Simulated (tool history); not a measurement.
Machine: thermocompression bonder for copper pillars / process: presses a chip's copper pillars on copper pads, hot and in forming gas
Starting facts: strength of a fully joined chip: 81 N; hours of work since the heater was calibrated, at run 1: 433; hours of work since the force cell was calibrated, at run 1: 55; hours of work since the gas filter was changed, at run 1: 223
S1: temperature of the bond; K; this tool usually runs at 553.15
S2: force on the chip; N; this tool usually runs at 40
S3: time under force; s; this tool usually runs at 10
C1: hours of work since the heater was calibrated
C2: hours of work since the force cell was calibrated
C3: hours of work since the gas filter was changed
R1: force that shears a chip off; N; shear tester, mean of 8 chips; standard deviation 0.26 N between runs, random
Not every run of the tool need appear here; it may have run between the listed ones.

run	hour	S1	S2	S3	C1	C2	C3	R1
1	0	553.15	40	10	433	55	223	46
2	5.9	553.15	40	10	436	58	226	46.3
3	15.3	553.15	40	10	441	63	231	46.3
4	25.9	553.15	40	10	447	69	237	46.5
5	35.9	553.15	40	17	452	74	242	53.2
6	49.2	553.15	40	17	460	82	250	53.1
7	55.2	553.15	40	16	463	85	253	52.5
8	66.3	553.15	40	10	469	91	259	45.8
9	79.8	553.15	40	10	476	98	266	45.5
10	89.5	553.15	40	10	482	103	271	45.7
11	102.6	544.15	40	10	489	111	279	42.6
12	114.2	544.15	40	10	495	117	285	42.6
13	126.8	544.15	40	10	502	124	292	42
14	135.2	581.15	40	10	506	128	296	54
# hour 138: heater calibrated with a thermocouple chip
15	148.4	553.15	29	11	6	134	302	39.8
16	155.2	553.15	29	11	9	138	306	40
17	168.2	562.15	56	8	16	145	313	52
# hour 178.2: forming gas filter changed
18	180.5	565.15	48	16	23	151	1	63.7
19	189.4	565.15	48	16	28	156	6	64.7
20	197.6	537.15	44	10	32	161	10	45.5
# hour 206.1: heater calibrated with a thermocouple chip, once more
21	206.3	558.15	29	12	0	164	14	46.5
22	217.1	558.15	25	12	6	170	20	42.9
23	228.2	539.15	28	11	12	176	26	37
24	240.5	574.15	37	16	19	183	33	60.9

Here are 4 independent what-if runs from the current tool condition. What would each one return?
A	253.4	582.15	41	10	26	190	40	?
B	253.4	579.15	26	29	26	190	40	?
C	253.4	581.15	25	5	26	190	40	?
D	253.4	553.15	40	15	26	190	40	?

run	R1
A	59.6
B	64
C	38
D	54.8
What these runs would have given with no unlogged condition in the tool:
run	R1
A	60.2
B	64.7
C	38.4
D	55.4

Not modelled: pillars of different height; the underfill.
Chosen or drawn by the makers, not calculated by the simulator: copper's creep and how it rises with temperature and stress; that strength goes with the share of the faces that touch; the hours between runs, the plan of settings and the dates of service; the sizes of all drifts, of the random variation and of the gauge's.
